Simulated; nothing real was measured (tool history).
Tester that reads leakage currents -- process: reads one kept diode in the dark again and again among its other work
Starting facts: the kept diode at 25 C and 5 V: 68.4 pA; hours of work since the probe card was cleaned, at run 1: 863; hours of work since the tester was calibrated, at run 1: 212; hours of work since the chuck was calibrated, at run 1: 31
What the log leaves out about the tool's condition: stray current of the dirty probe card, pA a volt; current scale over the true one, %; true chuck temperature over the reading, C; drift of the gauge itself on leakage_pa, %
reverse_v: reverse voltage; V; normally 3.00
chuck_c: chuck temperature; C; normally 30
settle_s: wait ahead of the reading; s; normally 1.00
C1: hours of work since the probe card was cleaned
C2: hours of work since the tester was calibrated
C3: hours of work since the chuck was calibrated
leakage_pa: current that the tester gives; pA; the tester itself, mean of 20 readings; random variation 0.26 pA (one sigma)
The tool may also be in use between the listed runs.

run 1 day=0.000 | reverse_v=3.00 chuck_c=30 settle_s=1.00 | C1=863 C2=212 C3=31 | leakage_pa=87.85
run 2 day=3.004 | reverse_v=3.00 chuck_c=30 settle_s=1.00 | C1=911 C2=260 C3=79 | leakage_pa=87.06
run 3 day=5.483 | reverse_v=3.00 chuck_c=29 settle_s=1.00 | C1=950 C2=299 C3=118 | leakage_pa=79.82
run 4 day=7.758 | reverse_v=3.00 chuck_c=29 settle_s=1.00 | C1=986 C2=335 C3=154 | leakage_pa=79.34
run 5 day=11.100 | reverse_v=3.00 chuck_c=29 settle_s=1.00 | C1=1039 C2=388 C3=207 | leakage_pa=78.61
run 6 day=14.217 | reverse_v=3.00 chuck_c=29 settle_s=1.00 | C1=1089 C2=437 C3=257 | leakage_pa=77.92
run 7 day=16.708 | reverse_v=3.00 chuck_c=29 settle_s=1.00 | C1=1128 C2=477 C3=296 | leakage_pa=77.30
run 8 day=19.083 | reverse_v=3.00 chuck_c=29 settle_s=1.00 | C1=1166 C2=514 C3=334 | leakage_pa=77.17
run 9 day=20.796 | reverse_v=3.00 chuck_c=29 settle_s=1.00 | C1=1193 C2=542 C3=361 | leakage_pa=76.64
-- day=21.850 probe card cleaned and baked
run 10 day=22.521 | reverse_v=3.00 chuck_c=29 settle_s=1.00 | C1=11 C2=567 C3=386 | leakage_pa=79.67
run 11 day=25.258 | reverse_v=3.00 chuck_c=29 settle_s=1.00 | C1=54 C2=610 C3=430 | leakage_pa=79.64
run 12 day=28.317 | reverse_v=3.00 chuck_c=29 settle_s=1.00 | C1=102 C2=659 C3=478 | leakage_pa=78.54
run 13 day=30.429 | reverse_v=3.00 chuck_c=29 settle_s=1.00 | C1=136 C2=692 C3=511 | leakage_pa=78.63
run 14 day=33.612 | reverse_v=3.00 chuck_c=41 settle_s=1.00 | C1=186 C2=743 C3=562 | leakage_pa=201.21
run 15 day=35.733 | reverse_v=13.47 chuck_c=30 settle_s=1.00 | C1=220 C2=776 C3=595 | leakage_pa=213.83
-- day=38.533 probe card cleaned and baked, once more
run 16 day=38.754 | reverse_v=13.47 chuck_c=30 settle_s=1.00 | C1=3 C2=822 C3=641 | leakage_pa=159.52
run 17 day=40.217 | reverse_v=3.00 chuck_c=30 settle_s=1.00 | C1=27 C2=845 C3=665 | leakage_pa=70.49
run 18 day=41.812 | reverse_v=3.00 chuck_c=30 settle_s=1.00 | C1=52 C2=871 C3=690 | leakage_pa=70.24
-- day=42.175 chuck's temperature calibrated
run 19 day=45.212 | reverse_v=3.00 chuck_c=30 settle_s=1.00 | C1=104 C2=923 C3=48 | leakage_pa=82.47
run 20 day=48.633 | reverse_v=3.00 chuck_c=30 settle_s=1.00 | C1=159 C2=977 C3=102 | leakage_pa=82.06
run 21 day=51.233 | reverse_v=5.36 chuck_c=28 settle_s=1.00 | C1=200 C2=1019 C3=144 | leakage_pa=93.27
run 22 day=54.383 | reverse_v=5.36 chuck_c=28 settle_s=1.00 | C1=250 C2=1068 C3=193 | leakage_pa=92.56
run 23 day=55.950 | reverse_v=5.36 chuck_c=28 settle_s=1.00 | C1=275 C2=1093 C3=218 | leakage_pa=92.89
run 24 day=58.500 | reverse_v=9.53 chuck_c=30 settle_s=5.63 | C1=315 C2=1134 C3=259 | leakage_pa=148.47
run 25 day=61.650 | reverse_v=9.53 chuck_c=30 settle_s=5.63 | C1=365 C2=1184 C3=309 | leakage_pa=147.06
run 26 day=63.846 | reverse_v=13.94 chuck_c=57 settle_s=7.55 | C1=400 C2=1218 C3=343 | leakage_pa=1625.19
run 27 day=65.467 | reverse_v=13.94 chuck_c=57 settle_s=7.55 | C1=425 C2=1244 C3=369 | leakage_pa=1613.33
run 28 day=66.954 | reverse_v=13.94 chuck_c=57 settle_s=7.55 | C1=449 C2=1268 C3=393 | leakage_pa=1605.95
run 29 day=69.658 | reverse_v=13.94 chuck_c=57 settle_s=7.55 | C1=492 C2=1310 C3=435 | leakage_pa=1590.74
run 30 day=71.275 | reverse_v=1.24 chuck_c=25 settle_s=1.00 | C1=517 C2=1336 C3=461 | leakage_pa=30.26
run 31 day=74.475 | reverse_v=1.24 chuck_c=25 settle_s=1.00 | C1=568 C2=1387 C3=512 | leakage_pa=30.21
run 32 day=75.883 | reverse_v=1.24 chuck_c=25 settle_s=1.00 | C1=591 C2=1409 C3=534 | leakage_pa=29.99
run 33 day=77.446 | reverse_v=1.24 chuck_c=25 settle_s=1.00 | C1=615 C2=1434 C3=559 | leakage_pa=29.68
run 34 day=79.550 | reverse_v=1.70 chuck_c=30 settle_s=0.53 | C1=649 C2=1467 C3=592 | leakage_pa=55.35
run 35 day=82.654 | reverse_v=2.71 chuck_c=30 settle_s=4.53 | C1=698 C2=1516 C3=641 | leakage_pa=69.95
run 36 day=85.629 | reverse_v=2.71 chuck_c=30 settle_s=4.53 | C1=745 C2=1564 C3=689 | leakage_pa=69.09
-- day=86.017 chuck's temperature calibrated
run 37 day=89.067 | reverse_v=1.30 chuck_c=30 settle_s=4.01 | C1=798 C2=1617 C3=48 | leakage_pa=54.52
run 38 day=91.550 | reverse_v=3.00 chuck_c=30 settle_s=2.49 | C1=837 C2=1656 C3=88 | leakage_pa=86.48
run 39 day=94.608 | reverse_v=7.03 chuck_c=37 settle_s=7.21 | C1=886 C2=1705 C3=136 | leakage_pa=245.84
run 40 day=96.204 | reverse_v=7.58 chuck_c=50 settle_s=5.24 | C1=911 C2=1730 C3=161 | leakage_pa=725.80

Each run again, without the hidden state but with its own random variation kept:
run=1 leakage_pa=83.47
run=2 leakage_pa=83.44
run=3 leakage_pa=76.50
run=4 leakage_pa=76.46
run=5 leakage_pa=76.39
run=6 leakage_pa=76.20
run=7 leakage_pa=76.03
run=8 leakage_pa=76.35
run=9 leakage_pa=76.10
run=10 leakage_pa=76.24
run=11 leakage_pa=76.74
run=12 leakage_pa=76.21
run=13 leakage_pa=76.67
run=14 leakage_pa=216.71
run=15 leakage_pa=186.65
run=16 leakage_pa=187.10
run=17 leakage_pa=83.24
run=18 leakage_pa=83.24
run=19 leakage_pa=83.43
run=20 leakage_pa=83.73
run=21 leakage_pa=95.15
run=22 leakage_pa=95.04
run=23 leakage_pa=95.66
run=24 leakage_pa=153.07
run=25 leakage_pa=152.49
run=26 leakage_pa=1751.69
run=27 leakage_pa=1748.25
run=28 leakage_pa=1748.84
run=29 leakage_pa=1746.76
run=30 leakage_pa=32.97
run=31 leakage_pa=33.20
run=32 leakage_pa=33.07
run=33 leakage_pa=32.87
run=34 leakage_pa=62.23
run=35 leakage_pa=78.55
run=36 leakage_pa=78.23
run=37 leakage_pa=53.05
run=38 leakage_pa=83.12
run=39 leakage_pa=241.01
run=40 leakage_pa=739.23
